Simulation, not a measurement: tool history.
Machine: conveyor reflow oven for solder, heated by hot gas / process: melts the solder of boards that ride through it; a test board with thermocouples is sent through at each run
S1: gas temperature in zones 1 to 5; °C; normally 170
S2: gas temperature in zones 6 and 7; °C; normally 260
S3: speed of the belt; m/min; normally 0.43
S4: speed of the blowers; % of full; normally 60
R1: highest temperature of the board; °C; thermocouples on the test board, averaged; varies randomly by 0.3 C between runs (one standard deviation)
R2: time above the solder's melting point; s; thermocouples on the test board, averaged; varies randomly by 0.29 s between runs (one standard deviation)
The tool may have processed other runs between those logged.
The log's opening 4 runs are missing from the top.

run,hour,S1,S2,S3,S4,R1,R2
5,43.8,171,260,0.43,60,239.1,47.8
6,54.8,171,260,0.43,60,238.9,47.5
7,62,171,260,0.43,60,239,47.5
8,72.4,184,260,0.43,60,241.9,56.2
9,85.5,184,260,0.43,60,241.8,56.6
10,95.2,184,260,0.43,60,241.8,57
11,108.9,170,260,0.43,54,236.8,43.2
12,123,170,260,0.43,54,235.9,43.1
13,136.7,170,260,0.43,54,236.3,42.2
14,144.7,170,260,0.422,54,236.9,44.7
15,157.6,170,260,0.43,60,238.8,46.7
16,172.7,170,260,0.43,60,238.3,46.5
17,182.1,170,260,0.43,60,238.2,46.1
18,199.5,170,260,0.43,60,238.2,45.8
19,210.4,170,260,0.43,60,237.9,45.8
20,221.9,170,260,0.43,60,238.1,45.7

Expected results for the next run?
21,232.1,170,260,0.43,60,?,?

Logged for run 21: R1 238.6 °C, R2 45.1 s.
Were there no unlogged condition in the tool, this run, its random variation unchanged, would have produced R1 241.4 °C, R2 48.4 s.
